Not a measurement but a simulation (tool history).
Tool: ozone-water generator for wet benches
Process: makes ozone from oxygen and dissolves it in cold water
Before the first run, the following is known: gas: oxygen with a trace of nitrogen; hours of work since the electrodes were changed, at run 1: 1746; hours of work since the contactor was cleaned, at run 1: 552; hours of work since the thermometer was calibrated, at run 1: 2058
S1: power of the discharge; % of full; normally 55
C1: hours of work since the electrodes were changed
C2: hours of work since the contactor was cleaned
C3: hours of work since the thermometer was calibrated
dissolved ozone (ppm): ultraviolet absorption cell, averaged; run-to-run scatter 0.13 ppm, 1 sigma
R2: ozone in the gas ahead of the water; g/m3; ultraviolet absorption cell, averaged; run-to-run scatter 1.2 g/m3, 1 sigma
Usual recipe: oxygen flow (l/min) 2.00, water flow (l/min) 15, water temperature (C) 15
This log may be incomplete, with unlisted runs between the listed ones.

{"run": 1, "day": 0.0, "S1": 55, "oxygen flow (l/min)": 2.0, "water flow (l/min)": 15, "water temperature (C)": 15, "C1": 1746, "C2": 552, "C3": 2058, "dissolved ozone (ppm)": 16.9, "R2": 210.1}
{"run": 2, "day": 5.312, "S1": 55, "oxygen flow (l/min)": 2.0, "water flow (l/min)": 15, "water temperature (C)": 15, "C1": 1851, "C2": 657, "C3": 2162, "dissolved ozone (ppm)": 17.2, "R2": 210.5}
{"run": 3, "day": 10.962, "S1": 55, "oxygen flow (l/min)": 2.0, "water flow (l/min)": 15, "water temperature (C)": 15, "C1": 1962, "C2": 768, "C3": 2274, "dissolved ozone (ppm)": 17.1, "R2": 210.6}
{"run": 4, "day": 17.383, "S1": 58, "oxygen flow (l/min)": 2.0, "water flow (l/min)": 15, "water temperature (C)": 15, "C1": 2088, "C2": 894, "C3": 2400, "dissolved ozone (ppm)": 17.5, "R2": 216.8}
{"run": 5, "day": 20.054, "S1": 55, "oxygen flow (l/min)": 2.0, "water flow (l/min)": 13, "water temperature (C)": 15, "C1": 2141, "C2": 947, "C3": 2453, "dissolved ozone (ppm)": 19.4, "R2": 213.0}
{"run": 6, "day": 25.988, "S1": 55, "oxygen flow (l/min)": 2.0, "water flow (l/min)": 15, "water temperature (C)": 15, "C1": 2258, "C2": 1064, "C3": 2569, "dissolved ozone (ppm)": 17.1, "R2": 210.7}
{"run": 7, "day": 30.271, "S1": 55, "oxygen flow (l/min)": 2.0, "water flow (l/min)": 15, "water temperature (C)": 15, "C1": 2342, "C2": 1148, "C3": 2654, "dissolved ozone (ppm)": 17.2, "R2": 211.6}
{"run": 8, "day": 36.471, "S1": 55, "oxygen flow (l/min)": 2.0, "water flow (l/min)": 15, "water temperature (C)": 15, "C1": 2464, "C2": 1270, "C3": 2776, "dissolved ozone (ppm)": 16.8, "R2": 209.8}
{"run": 9, "day": 40.892, "S1": 55, "oxygen flow (l/min)": 2.0, "water flow (l/min)": 15, "water temperature (C)": 15, "C1": 2551, "C2": 1357, "C3": 2863, "dissolved ozone (ppm)": 16.8, "R2": 210.2}
{"run": 10, "day": 46.592, "S1": 55, "oxygen flow (l/min)": 2.0, "water flow (l/min)": 15, "water temperature (C)": 15, "C1": 2663, "C2": 1469, "C3": 2975, "dissolved ozone (ppm)": 16.6, "R2": 208.3}
{"run": 11, "day": 51.462, "S1": 55, "oxygen flow (l/min)": 2.0, "water flow (l/min)": 15, "water temperature (C)": 15, "C1": 2759, "C2": 1565, "C3": 3071, "dissolved ozone (ppm)": 16.8, "R2": 208.0}
{"run": 12, "day": 55.7, "S1": 55, "oxygen flow (l/min)": 2.0, "water flow (l/min)": 15, "water temperature (C)": 15, "C1": 2842, "C2": 1648, "C3": 3154, "dissolved ozone (ppm)": 16.9, "R2": 209.9}
{"run": 13, "day": 62.092, "S1": 55, "oxygen flow (l/min)": 2.0, "water flow (l/min)": 20, "water temperature (C)": 15, "C1": 2968, "C2": 1774, "C3": 3280, "dissolved ozone (ppm)": 12.5, "R2": 206.7}
{"day": 63.6, "done": "water thermometer calibrated"}
{"run": 14, "day": 66.758, "S1": 55, "oxygen flow (l/min)": 2.0, "water flow (l/min)": 20, "water temperature (C)": 15, "C1": 3059, "C2": 1865, "C3": 62, "dissolved ozone (ppm)": 12.4, "R2": 207.6}
{"run": 15, "day": 71.929, "S1": 55, "oxygen flow (l/min)": 2.0, "water flow (l/min)": 11, "water temperature (C)": 15, "C1": 3161, "C2": 1967, "C3": 164, "dissolved ozone (ppm)": 22.1, "R2": 207.3}
{"run": 16, "day": 77.229, "S1": 55, "oxygen flow (l/min)": 2.0, "water flow (l/min)": 15, "water temperature (C)": 15, "C1": 3265, "C2": 2071, "C3": 268, "dissolved ozone (ppm)": 16.5, "R2": 206.4}
{"run": 17, "day": 80.442, "S1": 55, "oxygen flow (l/min)": 2.0, "water flow (l/min)": 15, "water temperature (C)": 15, "C1": 3329, "C2": 2135, "C3": 331, "dissolved ozone (ppm)": 16.6, "R2": 205.9}
{"run": 18, "day": 85.15, "S1": 55, "oxygen flow (l/min)": 2.0, "water flow (l/min)": 15, "water temperature (C)": 15, "C1": 3421, "C2": 2227, "C3": 424, "dissolved ozone (ppm)": 16.6, "R2": 207.7}
{"run": 19, "day": 88.0, "S1": 55, "oxygen flow (l/min)": 2.0, "water flow (l/min)": 15, "water temperature (C)": 15, "C1": 3477, "C2": 2283, "C3": 480, "dissolved ozone (ppm)": 16.8, "R2": 207.0}
{"run": 20, "day": 91.042, "S1": 69, "oxygen flow (l/min)": 1.15, "water flow (l/min)": 22, "water temperature (C)": 15, "C1": 3537, "C2": 2343, "C3": 540, "dissolved ozone (ppm)": 10.0, "R2": 304.6}
{"run": 21, "day": 93.812, "S1": 68, "oxygen flow (l/min)": 1.15, "water flow (l/min)": 13, "water temperature (C)": 15, "C1": 3592, "C2": 2398, "C3": 594, "dissolved ozone (ppm)": 17.9, "R2": 297.6}
{"run": 22, "day": 97.262, "S1": 68, "oxygen flow (l/min)": 3.24, "water flow (l/min)": 13, "water temperature (C)": 9, "C1": 3660, "C2": 2466, "C3": 662, "dissolved ozone (ppm)": 25.3, "R2": 189.1}
{"run": 23, "day": 100.892, "S1": 74, "oxygen flow (l/min)": 2.63, "water flow (l/min)": 15, "water temperature (C)": 15, "C1": 3731, "C2": 2537, "C3": 734, "dissolved ozone (ppm)": 20.7, "R2": 217.8}
{"run": 24, "day": 104.688, "S1": 55, "oxygen flow (l/min)": 1.21, "water flow (l/min)": 15, "water temperature (C)": 9, "C1": 3806, "C2": 2612, "C3": 808, "dissolved ozone (ppm)": 14.5, "R2": 254.7}
{"run": 25, "day": 108.367, "S1": 92, "oxygen flow (l/min)": 1.21, "water flow (l/min)": 15, "water temperature (C)": 9, "C1": 3878, "C2": 2684, "C3": 881, "dissolved ozone (ppm)": 19.3, "R2": 347.5}
{"run": 26, "day": 111.892, "S1": 93, "oxygen flow (l/min)": 1.63, "water flow (l/min)": 9, "water temperature (C)": 11, "C1": 3947, "C2": 2753, "C3": 950, "dissolved ozone (ppm)": 34.8, "R2": 305.2}
{"run": 27, "day": 114.712, "S1": 93, "oxygen flow (l/min)": 1.63, "water flow (l/min)": 9, "water temperature (C)": 11, "C1": 4003, "C2": 2809, "C3": 1006, "dissolved ozone (ppm)": 34.8, "R2": 306.9}
{"run": 28, "day": 117.783, "S1": 47, "oxygen flow (l/min)": 2.64, "water flow (l/min)": 9, "water temperature (C)": 20, "C1": 4063, "C2": 2869, "C3": 1066, "dissolved ozone (ppm)": 22.5, "R2": 165.7}
{"run": 29, "day": 120.8, "S1": 47, "oxygen flow (l/min)": 2.93, "water flow (l/min)": 12, "water temperature (C)": 21, "C1": 4123, "C2": 2929, "C3": 1125, "dissolved ozone (ppm)": 18.4, "R2": 157.6}
{"run": 30, "day": 125.883, "S1": 90, "oxygen flow (l/min)": 2.0, "water flow (l/min)": 16, "water temperature (C)": 11, "C1": 4223, "C2": 3029, "C3": 1225, "dissolved ozone (ppm)": 20.9, "R2": 272.1}
{"run": 31, "day": 130.296, "S1": 59, "oxygen flow (l/min)": 2.0, "water flow (l/min)": 23, "water temperature (C)": 11, "C1": 4309, "C2": 3115, "C3": 1312, "dissolved ozone (ppm)": 10.8, "R2": 211.6}
{"run": 32, "day": 134.904, "S1": 59, "oxygen flow (l/min)": 2.0, "water flow (l/min)": 23, "water temperature (C)": 11, "C1": 4400, "C2": 3206, "C3": 1403, "dissolved ozone (ppm)": 10.8, "R2": 212.3}
{"run": 33, "day": 140.192, "S1": 76, "oxygen flow (l/min)": 1.36, "water flow (l/min)": 22, "water temperature (C)": 13, "C1": 4504, "C2": 3310, "C3": 1507, "dissolved ozone (ppm)": 11.1, "R2": 292.4}

Predict each of these 3 candidate next runs independently; none follows another, all start after run 33:
{"run": "A", "day": 143.825, "S1": 55, "oxygen flow (l/min)": 1.58, "water flow (l/min)": 17, "water temperature (C)": 15, "C1": 4576, "C2": 3382, "C3": 1578, "dissolved ozone (ppm)": "?", "R2": "?"}
{"run": "B", "day": 143.825, "S1": 55, "oxygen flow (l/min)": 2.0, "water flow (l/min)": 9, "water temperature (C)": 8, "C1": 4576, "C2": 3382, "C3": 1578, "dissolved ozone (ppm)": "?", "R2": "?"}
{"run": "C", "day": 143.825, "S1": 49, "oxygen flow (l/min)": 2.01, "water flow (l/min)": 22, "water temperature (C)": 13, "C1": 4576, "C2": 3382, "C3": 1578, "dissolved ozone (ppm)": "?", "R2": "?"}

run=A dissolved_ozone_(ppm)=13.3 R2=225.3
run=B dissolved_ozone_(ppm)=27.7 R2=206.6
run=C dissolved_ozone_(ppm)=10.4 R2=190.9
Stripped of hidden state, with their random variation kept, the same runs would have yielded:
run=A dissolved_ozone_(ppm)=14.4 R2=236.6
run=B dissolved_ozone_(ppm)=29.6 R2=216.9
run=C dissolved_ozone_(ppm)=11.3 R2=199.8
